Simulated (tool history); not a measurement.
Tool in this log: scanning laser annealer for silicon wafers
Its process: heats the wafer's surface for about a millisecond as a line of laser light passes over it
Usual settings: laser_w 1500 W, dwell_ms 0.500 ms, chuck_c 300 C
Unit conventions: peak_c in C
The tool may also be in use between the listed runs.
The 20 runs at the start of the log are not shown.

| run | hour | laser_w | dwell_ms | chuck_c | hours of work since the window was cleaned | hours of work since the power meter was calibrated | hours of work since the optics were aligned | peak_c |
|---|---|---|---|---|---|---|---|---|
| 21 | 1338.0 | 1500 | 0.503 | 300 | 222 | 1449 | 503 | 1021 |
| 22 | 1431.9 | 1558 | 0.378 | 300 | 271 | 1498 | 552 | 938 |
| 23 | 1512.6 | 1358 | 0.500 | 335 | 313 | 1540 | 595 | 991 |
| 24 | 1600.6 | 1358 | 0.500 | 335 | 359 | 1586 | 641 | 989 |
| 25 | 1688.9 | 1298 | 0.466 | 263 | 406 | 1633 | 687 | 862 |
| 26 | 1742.6 | 1588 | 0.500 | 310 | 434 | 1661 | 715 | 1056 |
| 27 | 1835.3 | 1500 | 0.469 | 300 | 482 | 1709 | 764 | 981 |
| 28 | 1878.6 | 1317 | 0.500 | 270 | 505 | 1732 | 786 | 893 |
| 29 | 1938.7 | 1570 | 0.414 | 272 | 536 | 1763 | 818 | 931 |
| 30 | 2001.8 | 1570 | 0.414 | 272 | 569 | 1796 | 851 | 931 |
| 31 | 2091.0 | 1570 | 0.414 | 272 | 616 | 1843 | 897 | 926 |
| 32 | 2144.6 | 1570 | 0.414 | 272 | 644 | 1871 | 925 | 926 |
|  | 2172.6 | window over the wafer cleaned |
| 33 | 2236.5 | 1570 | 0.414 | 272 | 33 | 1918 | 973 | 955 |
| 34 | 2289.8 | 1570 | 0.378 | 300 | 61 | 1946 | 1000 | 949 |
| 35 | 2368.9 | 1576 | 0.576 | 300 | 103 | 1988 | 1042 | 1111 |
| 36 | 2428.9 | 1587 | 0.429 | 311 | 134 | 2019 | 1073 | 1003 |
| 37 | 2522.8 | 1361 | 0.416 | 320 | 183 | 2068 | 1122 | 916 |
| 38 | 2595.9 | 1440 | 0.416 | 303 | 222 | 2106 | 1161 | 928 |
| 39 | 2693.1 | 1440 | 0.416 | 303 | 272 | 2157 | 1212 | 921 |
| 40 | 2740.7 | 1440 | 0.416 | 303 | 297 | 2182 | 1236 | 920 |
| 41 | 2830.9 | 1649 | 0.500 | 300 | 345 | 2229 | 1284 | 1071 |

Here are 4 independent what-if runs from the current tool condition. What would each one return?
| A | 2915.3 | 1437 | 0.500 | 338 | 389 | 2274 | 1328 | ? |
| B | 2915.3 | 1366 | 0.500 | 280 | 389 | 2274 | 1328 | ? |
| C | 2915.3 | 1452 | 0.381 | 300 | 389 | 2274 | 1328 | ? |
| D | 2915.3 | 1616 | 0.371 | 286 | 389 | 2274 | 1328 | ? |

| run | peak_c |
|---|---|
| A | 1014 |
| B | 927 |
| C | 892 |
| D | 928 |
Without the tool's unlogged condition, the same runs would have read:
| run | peak_c |
|---|---|
| A | 1048 |
| B | 959 |
| C | 921 |
| D | 960 |
